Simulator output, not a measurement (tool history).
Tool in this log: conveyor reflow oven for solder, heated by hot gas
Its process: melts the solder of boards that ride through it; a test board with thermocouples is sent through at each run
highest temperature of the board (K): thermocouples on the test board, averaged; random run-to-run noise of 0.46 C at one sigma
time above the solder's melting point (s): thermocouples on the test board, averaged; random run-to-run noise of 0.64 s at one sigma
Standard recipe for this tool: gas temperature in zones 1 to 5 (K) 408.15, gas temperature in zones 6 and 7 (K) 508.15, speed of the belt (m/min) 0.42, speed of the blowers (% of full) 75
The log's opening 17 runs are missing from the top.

run	hour	gas temperature in zones 1 to 5 (K)	gas temperature in zones 6 and 7 (K)	speed of the belt (m/min)	speed of the blowers (% of full)	hours of work since the flux was cleaned out	hours of work since the belt drive was overhauled	hours of work since the thermocouples were changed	highest temperature of the board (K)	time above the solder's melting point (s)
18	1038	397.15	501.15	0.349	69	83	817	1441	484.15	68.7
19	1118.7	400.15	511.15	0.342	71	122	856	1480	494.65	81.6
# hour 1131.2: thermocouples of zones 6 and 7 changed
20	1177.3	396.15	508.15	0.42	75	149	883	22	489.95	60
21	1228.3	418.15	507.15	0.42	75	173	907	47	490.55	69
22	1271.6	418.15	507.15	0.42	75	194	928	67	492.35	68.4
23	1307.3	418.15	507.15	0.42	75	211	945	84	491.95	67.2
24	1351.2	418.15	507.15	0.42	75	232	966	106	491.15	69.6
# hour 1374: flux residue cleaned out of gas plates and filters
25	1401.8	418.15	518.15	0.376	88	13	988	127	507.35	88.5
26	1461.4	408.15	508.15	0.464	54	42	1016	156	484.05	52.6
# hour 1534.5: belt drive overhauled, speed set with a stopwatch
27	1538.9	421.15	521.15	0.374	68	77	2	191	506.95	89.7
28	1589	412.15	502.15	0.47	72	101	26	215	481.95	49.4
29	1653.6	412.15	502.15	0.47	73	132	57	246	482.45	49.1
30	1697	396.15	508.15	0.42	75	153	78	267	488.15	56.6

Branching from run 30: 4 alternative next runs. What would each branch give?
A	1755.3	402.15	508.15	0.42	64	181	106	295	?	?
B	1755.3	418.15	522.15	0.42	75	181	106	295	?	?
C	1755.3	396.15	508.15	0.42	52	181	106	295	?	?
D	1755.3	408.15	508.15	0.42	80	181	106	295	?	?

run	highest temperature of the board (K)	time above the solder's melting point (s)
A	487.85	57
B	503.45	76.5
C	483.05	51
D	490.45	63.9
Take away the tool's hidden state, keep each run's random variation, and the runs would have read:
run	highest temperature of the board (K)	time above the solder's melting point (s)
A	491.15	60.3
B	506.75	78.3
C	486.35	54.7
D	493.75	66.8

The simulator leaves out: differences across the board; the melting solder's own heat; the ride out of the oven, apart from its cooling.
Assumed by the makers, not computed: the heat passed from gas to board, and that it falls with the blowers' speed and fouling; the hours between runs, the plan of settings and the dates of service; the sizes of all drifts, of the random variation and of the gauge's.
